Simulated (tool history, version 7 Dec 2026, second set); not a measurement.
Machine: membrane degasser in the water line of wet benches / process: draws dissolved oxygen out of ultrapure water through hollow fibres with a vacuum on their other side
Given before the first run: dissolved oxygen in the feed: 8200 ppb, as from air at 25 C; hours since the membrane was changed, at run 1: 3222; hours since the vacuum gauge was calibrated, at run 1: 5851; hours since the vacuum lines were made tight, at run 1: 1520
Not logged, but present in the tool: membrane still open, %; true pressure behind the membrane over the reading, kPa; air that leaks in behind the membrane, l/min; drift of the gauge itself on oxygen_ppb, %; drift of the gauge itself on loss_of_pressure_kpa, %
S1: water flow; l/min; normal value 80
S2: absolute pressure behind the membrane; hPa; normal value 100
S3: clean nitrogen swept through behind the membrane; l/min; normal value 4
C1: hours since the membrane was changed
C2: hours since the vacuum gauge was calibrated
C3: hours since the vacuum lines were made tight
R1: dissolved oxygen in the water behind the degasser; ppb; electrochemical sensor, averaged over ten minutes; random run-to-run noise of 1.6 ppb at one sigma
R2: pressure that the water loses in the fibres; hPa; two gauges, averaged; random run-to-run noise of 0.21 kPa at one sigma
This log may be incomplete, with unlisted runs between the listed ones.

| run | hour | S1 | S2 | S3 | C1 | C2 | C3 | R1 | R2 |
|---|---|---|---|---|---|---|---|---|---|
| 1 | 0 | 80 | 100 | 4 | 3222 | 5851 | 1520 | 305.4 | 493.3 |
| 2 | 74.4 | 80 | 119 | 4 | 3297 | 5925 | 1595 | 382.4 | 491.4 |
| 3 | 147.7 | 80 | 100 | 4 | 3370 | 5998 | 1668 | 306.6 | 491.6 |
| 4 | 183.2 | 80 | 76 | 4 | 3406 | 6034 | 1703 | 203.5 | 490.9 |
| 5 | 264.4 | 80 | 76 | 4 | 3487 | 6115 | 1785 | 201.4 | 490.4 |
| 6 | 325.8 | 80 | 76 | 4 | 3548 | 6176 | 1846 | 203.7 | 491.4 |
| 7 | 403.6 | 80 | 130 | 4 | 3626 | 6254 | 1924 | 426.6 | 493.7 |
| 8 | 458.8 | 80 | 130 | 4 | 3681 | 6309 | 1979 | 424.4 | 490.4 |
| 9 | 530.7 | 80 | 85 | 4 | 3753 | 6381 | 2051 | 239.7 | 489.1 |
| 10 | 571.9 | 80 | 100 | 7.74 | 3794 | 6422 | 2092 | 173 | 493.8 |
| 11 | 617.3 | 80 | 100 | 7.74 | 3840 | 6468 | 2137 | 171.8 | 494.8 |
| 12 | 672.8 | 80 | 188 | 4 | 3895 | 6523 | 2193 | 652.7 | 494.2 |
| 13 | 724.5 | 80 | 188 | 4 | 3947 | 6575 | 2245 | 648 | 494 |
| 14 | 781.4 | 80 | 188 | 4 | 4004 | 6632 | 2302 | 651.1 | 492.4 |
| 15 | 817.7 | 80 | 188 | 4 | 4040 | 6668 | 2338 | 646.6 | 492 |
| 16 | 870 | 80 | 100 | 4 | 4092 | 6720 | 2390 | 302.8 | 494 |

Predict the results of run 17:
|  | 908.3 | vacuum gauge calibrated |
| 17 | 921.5 | 106 | 196 | 4.4 | 4143 | 13 | 2441 | ? | ? |

{"run 17": {"R1": 803.8, "R2": 649}}
Had the tool carried no hidden state, the very same run would have given R1 812.7 ppb, R2 648.4 hPa.
